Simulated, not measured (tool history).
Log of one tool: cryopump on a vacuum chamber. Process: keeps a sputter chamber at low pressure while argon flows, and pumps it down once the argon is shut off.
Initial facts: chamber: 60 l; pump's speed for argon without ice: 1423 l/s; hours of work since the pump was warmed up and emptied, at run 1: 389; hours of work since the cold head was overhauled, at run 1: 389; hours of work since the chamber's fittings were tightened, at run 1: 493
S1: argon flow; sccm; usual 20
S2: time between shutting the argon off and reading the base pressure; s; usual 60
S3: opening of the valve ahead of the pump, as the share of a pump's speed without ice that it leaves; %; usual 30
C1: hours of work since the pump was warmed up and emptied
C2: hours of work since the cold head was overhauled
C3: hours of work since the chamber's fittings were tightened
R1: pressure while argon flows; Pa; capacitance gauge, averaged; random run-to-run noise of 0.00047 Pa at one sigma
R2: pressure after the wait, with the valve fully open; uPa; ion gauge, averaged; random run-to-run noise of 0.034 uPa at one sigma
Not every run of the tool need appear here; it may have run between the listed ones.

run    hour  S1   S2  S3   C1    C2    C3      R1    R2
  1     0.0  20   60  30  389   389   493  0.0824  2.07
  2    77.3  28   60  30  421   421   526  0.1157  2.09
      111.6  -- pump warmed up, emptied and cooled again
  3   158.1  20   60  30   19   452   557  0.0790  2.14
  4   229.3  20   55  30   49   482   587  0.0799  2.24
  5   303.3  20   55  30   80   513   618  0.0793  2.21
  6   391.2  20  133  30  116   549   654  0.0812  1.18
  7   457.9  20   60  30  144   577   682  0.0809  2.08
  8   504.5  20   60  30  164   597   701  0.0816  2.16
  9   553.0  33   60  30  184   617   722  0.1329  2.07
 10   603.2  20   63  30  205   638   743  0.0800  2.02
 11   681.4  20   63  27  237   670   775  0.0903  2.05
 12   742.9  20   60  46  263   696   801  0.0535  2.24
 13   811.4  20   60  46  291   724   829  0.0544  2.18
 14   872.2  20   60  46  317   750   855  0.0542  2.16
 15   947.2  20   60  46  348   781   886  0.0547  2.14
 16  1013.2   9   49  16  376   808   913  0.0684  2.60
 17  1066.0  20  182  30  398   830   935  0.0828  1.14
     1155.8  -- pump warmed up, emptied and cooled again
 18  1161.6  20  182  30    2   868   973  0.0792  1.09
 19  1234.8  20   60  41   33   899  1004  0.0594  2.16
 20  1299.8  20   60  41   60   926  1031  0.0585  2.22
 21  1366.3  12   60  24   88   953  1058  0.0596  2.19
 22  1432.9  12  182  56  115   981  1086  0.0264  1.12
 23  1500.5  33  126  45  144  1009  1114  0.0909  1.33
 24  1556.8  33  126  45  167  1033  1138  0.0902  1.40
 25  1608.3  12   60  30  188  1054  1159  0.0489  2.26

5 ways to go on from here, each from the tool as it stands after run 25. What would each give?
  A  1688.1  15  273  42  222  1087  1192   ?   ?
  B  1688.1  15   25  21  222  1087  1192   ?   ?
  C  1688.1  19  172  15  222  1087  1192   ?   ?
  D  1688.1  23   60  30  222  1087  1192   ?   ?
  E  1688.1  11   60  44  222  1087  1192   ?   ?

run      R1    R2
  A  0.0437  1.00
  B  0.0863  4.55
  C  0.1517  1.24
  D  0.0938  2.28
  E  0.0307  2.28
Had the tool no hidden state, the same runs would have come out as:
run      R1    R2
  A  0.0422  0.58
  B  0.0847  4.12
  C  0.1497  0.82
  D  0.0914  1.85
  E  0.0295  1.86
